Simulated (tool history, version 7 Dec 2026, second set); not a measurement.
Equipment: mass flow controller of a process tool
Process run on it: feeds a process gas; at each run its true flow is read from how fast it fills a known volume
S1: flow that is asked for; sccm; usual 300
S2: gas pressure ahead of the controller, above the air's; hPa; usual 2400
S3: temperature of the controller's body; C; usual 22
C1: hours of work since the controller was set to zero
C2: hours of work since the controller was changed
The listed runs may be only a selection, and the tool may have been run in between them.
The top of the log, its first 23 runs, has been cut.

{"run": 24, "hour": 4522.0, "S1": 155, "S2": 1850, "S3": 24, "C1": 1231, "C2": 7051, "true flow (%)": 96.55}
{"run": 25, "hour": 4665.7, "S1": 202, "S2": 2400, "S3": 25, "C1": 1327, "C2": 7146, "true flow (%)": 96.57}
{"run": 26, "hour": 4854.7, "S1": 440, "S2": 2400, "S3": 37, "C1": 1452, "C2": 7272, "true flow (%)": 96.22}
{"run": 27, "hour": 4986.5, "S1": 440, "S2": 2400, "S3": 37, "C1": 1539, "C2": 7359, "true flow (%)": 96.09}
{"run": 28, "hour": 5198.1, "S1": 440, "S2": 2400, "S3": 37, "C1": 1679, "C2": 7499, "true flow (%)": 95.98}
{"run": 29, "hour": 5453.2, "S1": 740, "S2": 1940, "S3": 28, "C1": 1848, "C2": 7668, "true flow (%)": 97.6}
{"run": 30, "hour": 5721.8, "S1": 740, "S2": 2090, "S3": 20, "C1": 2025, "C2": 7845, "true flow (%)": 98.06}
{"run": 31, "hour": 5938.0, "S1": 239, "S2": 2630, "S3": 28, "C1": 2168, "C2": 7988, "true flow (%)": 95.4}
{"run": 32, "hour": 6111.9, "S1": 239, "S2": 2630, "S3": 28, "C1": 2284, "C2": 8103, "true flow (%)": 95.48}
{"run": 33, "hour": 6289.4, "S1": 928, "S2": 2310, "S3": 32, "C1": 2401, "C2": 8221, "true flow (%)": 97.55}
{"run": 34, "hour": 6401.3, "S1": 928, "S2": 2310, "S3": 32, "C1": 2475, "C2": 8295, "true flow (%)": 97.2}
{"run": 35, "hour": 6584.8, "S1": 300, "S2": 2150, "S3": 31, "C1": 2596, "C2": 8416, "true flow (%)": 95.26}
{"run": 36, "hour": 6826.7, "S1": 214, "S2": 1510, "S3": 21, "C1": 2756, "C2": 8576, "true flow (%)": 96.02}
{"run": 37, "hour": 6975.3, "S1": 214, "S2": 1510, "S3": 21, "C1": 2855, "C2": 8675, "true flow (%)": 95.88}
{"run": 38, "hour": 7140.6, "S1": 631, "S2": 1510, "S3": 21, "C1": 2964, "C2": 8784, "true flow (%)": 97.08}
{"run": 39, "hour": 7373.7, "S1": 300, "S2": 2400, "S3": 20, "C1": 3118, "C2": 8938, "true flow (%)": 95.7}
{"run": 40, "hour": 7616.2, "S1": 300, "S2": 2400, "S3": 20, "C1": 3279, "C2": 9099, "true flow (%)": 95.71}
{"run": 41, "hour": 7840.2, "S1": 300, "S2": 2400, "S3": 20, "C1": 3427, "C2": 9247, "true flow (%)": 95.55}

3 options for the next run, each taken on its own from the tool as it stands now. Forecast them:
{"run": "A", "hour": 8009.7, "S1": 137, "S2": 2400, "S3": 20, "C1": 3539, "C2": 9359, "true flow (%)": "?"}
{"run": "B", "hour": 8009.7, "S1": 119, "S2": 2400, "S3": 29, "C1": 3539, "C2": 9359, "true flow (%)": "?"}
{"run": "C", "hour": 8009.7, "S1": 300, "S2": 2400, "S3": 24, "C1": 3539, "C2": 9359, "true flow (%)": "?"}

run=A true_flow_(%)=94.77
run=B true_flow_(%)=93.88
run=C true_flow_(%)=95.05
Without the tool's unlogged condition, the same runs would have read:
run=A true_flow_(%)=97.35
run=B true_flow_(%)=96.43
run=C true_flow_(%)=97.66
